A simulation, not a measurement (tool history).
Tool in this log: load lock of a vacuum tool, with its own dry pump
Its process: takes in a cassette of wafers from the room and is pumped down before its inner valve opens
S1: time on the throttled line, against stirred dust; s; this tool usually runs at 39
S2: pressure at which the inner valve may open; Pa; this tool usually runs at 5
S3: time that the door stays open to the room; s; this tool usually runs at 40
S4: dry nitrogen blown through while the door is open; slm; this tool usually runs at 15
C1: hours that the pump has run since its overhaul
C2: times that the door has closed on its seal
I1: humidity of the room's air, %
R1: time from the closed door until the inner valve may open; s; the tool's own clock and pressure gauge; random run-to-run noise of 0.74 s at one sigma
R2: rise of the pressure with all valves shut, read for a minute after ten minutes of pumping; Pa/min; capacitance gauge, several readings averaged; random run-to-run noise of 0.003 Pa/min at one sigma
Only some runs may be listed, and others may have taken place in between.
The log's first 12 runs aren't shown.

run    hour  S1  S2   S3  S4    C1     C2    I1     R1     R2
 13  1214.6  62   5   40  15  2815  14217  46.4  131.7  0.027
 14  1329.5  62   5   40  15  2930  14740  45.9  130.6  0.026
 15  1418.4  62   5   40  15  3019  15144  46.9  130.5  0.025
 16  1558.1  62   5   40  15  3159  15778  46.6  131.4  0.027
 17  1683.5  62   5   40  15  3284  16348  45.6  129.5  0.023
 18  1771.6  62   5   40  15  3372  16749  45.2  131.3  0.022
 19  1839.3  62   5   40  15  3440  17057  45.2  129.4  0.026
 20  2002.3  50   8   82   5  3603  17797  43.5  118.1  0.045
 21  2157.4  50   8   82   5  3758  18502  44.7  117.2  0.046
 22  2274.1  29   8  207  17  3875  19032  44.7  100.8  0.046
 23  2362.4  39   5   40   8  3963  19434  43.1  115.5  0.030
 24  2507.3  39   5   40   8  4108  20093  45.6  111.7  0.030
 25  2653.4  39   4   40  44  4254  20757  42.7  116.5  0.017
 26  2739.3  39   4   40  44  4340  21147  45.8  116.0  0.025
 27  2819.3  39   4   40  44  4420  21510  46.9  115.6  0.015
 28  2942.5  28   6   27  14  4543  22071  43.3  104.0  0.030
 29  3073.6  44   5   40  15  4674  22666  44.1  118.6  0.030
 30  3173.8  39   5   40   4  4775  23122  44.1  112.0  0.038
 31  3253.8  50   5   40   7  4855  23486  46.2  121.4  0.029
 32  3358.4  24   6   40   6  4959  23961  44.5  101.0  0.036
 33  3454.3  71   5   40  15  5055  24397  45.6  138.8  0.027
 34  3576.7  39   5   75  15  5178  24953  46.1  114.3  0.038
 35  3666.0  69   6   40  19  5267  25359  44.0  135.0  0.021
 36  3740.6  22   9   40   6  5342  25698  47.4   96.5  0.038

Each row is a separate what-if for the run after 36, all from the same tool condition, not one after another. Results?
  A  3815.4  22   5  156   6  5416  26038  44.3   ?   ?
  B  3815.4  22   9   97   7  5416  26038  44.9   ?   ?
  C  3815.4  22   8   40   6  5416  26038  47.7   ?   ?
  D  3815.4  36   9   40  24  5416  26038  42.4   ?   ?
  E  3815.4  39   5  113  15  5416  26038  45.4   ?   ?

run     R1     R2
  A  100.3  0.058
  B   95.7  0.040
  C   97.5  0.035
  D  105.8  0.023
  E  113.7  0.044
Without the tool's unlogged condition, the same runs would have read:
run     R1     R2
  A  100.3  0.057
  B   95.6  0.039
  C   97.5  0.035
  D  105.7  0.023
  E  113.7  0.043
